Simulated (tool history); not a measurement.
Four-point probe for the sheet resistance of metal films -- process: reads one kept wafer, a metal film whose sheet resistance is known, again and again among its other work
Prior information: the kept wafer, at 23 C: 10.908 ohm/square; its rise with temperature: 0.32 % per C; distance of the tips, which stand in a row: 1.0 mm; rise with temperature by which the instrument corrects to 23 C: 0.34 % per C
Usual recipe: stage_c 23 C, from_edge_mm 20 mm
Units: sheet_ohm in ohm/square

run	hour	stage_c	from_edge_mm	sheet_ohm
1	0	23	20	10.861649
2	52.4	23	20	10.861356
3	128.2	23	20	10.855605
4	215.1	23	20	10.860879
5	312.6	23	20	10.854979
6	396.8	26	20	10.839951
7	507.9	26	20	10.848212
8	579.8	23	20	10.845025
# hour 654.7: stage's thermometer calibrated
9	673	23	20	10.84964
10	722.6	23	20	10.844451
11	778.1	23	20	10.840308
12	893.9	33	10	10.86517
13	971.9	27	7	10.936116
14	1029.3	18	17	10.851285
15	1134.3	18	35	10.834397
16	1190.4	25	52	10.816597
17	1285.2	25	52	10.812524
# hour 1296.9: stage's thermometer calibrated, once more
18	1390.5	23	3	11.433403
19	1498.9	19	8	10.923289
20	1587.8	22	14	10.855777

Pick out some run-to-run changes in sheet_ohm. Of each, how much would a tool without hidden state show as well, from the settings, what came in and chance, and how much is left for the hidden state and any gauge scatter not in both results compared?
Hidden state present: inner tips' distance over the nominal, %; tips' flats over new ones', %; wafer's true temperature over the reading, C; drift of the gauge itself on sheet_ohm, %.
Run 8 -> 9: stage's thermometer calibrated. sheet_ohm +0.004615 ohm/square: hidden state -0.003917, all else +0.008532.
Run 17 -> 18: stage_c 25 -> 23, from_edge_mm 52 -> 3, stage's thermometer calibrated, once more. sheet_ohm +0.620879 ohm/square: hidden state +0.006757, all else +0.614122.
Run 18 -> 19: stage_c 23 -> 19, from_edge_mm 3 -> 8. sheet_ohm -0.510114 ohm/square: hidden state +0.000839, all else -0.510953.

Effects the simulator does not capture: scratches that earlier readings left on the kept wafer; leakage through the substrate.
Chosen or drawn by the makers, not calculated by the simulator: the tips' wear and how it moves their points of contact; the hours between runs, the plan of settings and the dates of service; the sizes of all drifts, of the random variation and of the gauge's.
